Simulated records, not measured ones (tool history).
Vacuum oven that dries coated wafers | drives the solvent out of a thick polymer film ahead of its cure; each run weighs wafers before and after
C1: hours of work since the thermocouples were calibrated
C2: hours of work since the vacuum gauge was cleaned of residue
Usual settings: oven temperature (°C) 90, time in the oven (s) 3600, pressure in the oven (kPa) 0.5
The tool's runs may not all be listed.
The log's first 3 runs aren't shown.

Run 4, day 4.967: usual settings but time in the oven (s) 3180; C1 56; C2 285. Result: solvent left in the film (%) 4.43.
Run 5, day 6.267: usual settings; C1 70; C2 300. Result: solvent left in the film (%) 3.65.
Run 6, day 8.133: usual settings but time in the oven (s) 5280; C1 91; C2 320. Result: solvent left in the film (%) 1.79.
Run 7, day 10.071: usual settings but time in the oven (s) 5280; C1 113; C2 342. Result: solvent left in the film (%) 1.78.
Run 8, day 11.775: usual settings but pressure in the oven (kPa) 1.313; C1 132; C2 361. Result: solvent left in the film (%) 4.
Run 9, day 13.788: usual settings but pressure in the oven (kPa) 1.313; C1 155; C2 384. Result: solvent left in the film (%) 4.02.
Run 10, day 14.796: usual settings but oven temperature (°C) 88; C1 166; C2 395. Result: solvent left in the film (%) 4.39.
Run 11, day 16.192: usual settings but oven temperature (°C) 88; C1 181; C2 411. Result: solvent left in the film (%) 4.49.
Run 12, day 17.921: usual settings but oven temperature (°C) 88; C1 201; C2 430. Result: solvent left in the film (%) 4.41.
Run 13, day 19.233: usual settings but time in the oven (s) 4380; C1 216; C2 445. Result: solvent left in the film (%) 2.56.
Run 14, day 20.254: usual settings; C1 227; C2 456. Result: solvent left in the film (%) 3.67.
Run 15, day 21.325: usual settings; C1 239; C2 468. Result: solvent left in the film (%) 3.73.
Run 16, day 22.442: usual settings; C1 251; C2 481. Result: solvent left in the film (%) 3.75.
Run 17, day 24.275: usual settings; C1 272; C2 501. Result: solvent left in the film (%) 3.71.
Run 18, day 25.317: usual settings; C1 284; C2 513. Result: solvent left in the film (%) 3.62.
Run 19, day 26.704: usual settings; C1 299; C2 529. Result: solvent left in the film (%) 3.7.
Run 20, day 27.604: usual settings but pressure in the oven (kPa) 0.78; C1 309; C2 539. Result: solvent left in the film (%) 3.72.
Run 21, day 28.608: usual settings but time in the oven (s) 2160; C1 321; C2 550. Result: solvent left in the film (%) 7.1.
Run 22, day 30.108: usual settings but time in the oven (s) 2160; C1 337; C2 567. Result: solvent left in the film (%) 7.04.
Run 23, day 31.033: usual settings; C1 348; C2 577. Result: solvent left in the film (%) 3.72.
Run 24, day 32.371: usual settings but oven temperature (°C) 96, pressure in the oven (kPa) 0.71; C1 363; C2 592. Result: solvent left in the film (%) 1.98.

Run 25 comes next. What will it give?
Run 25, day 33.596: usual settings but oven temperature (°C) 96, pressure in the oven (kPa) 0.71; C1 376; C2 606. Result: solvent left in the film (%) ?.

{"run 25": {"solvent left in the film (%)": 1.98}}
Without the tool's hidden state the same run would have given solvent left in the film (%) 2.
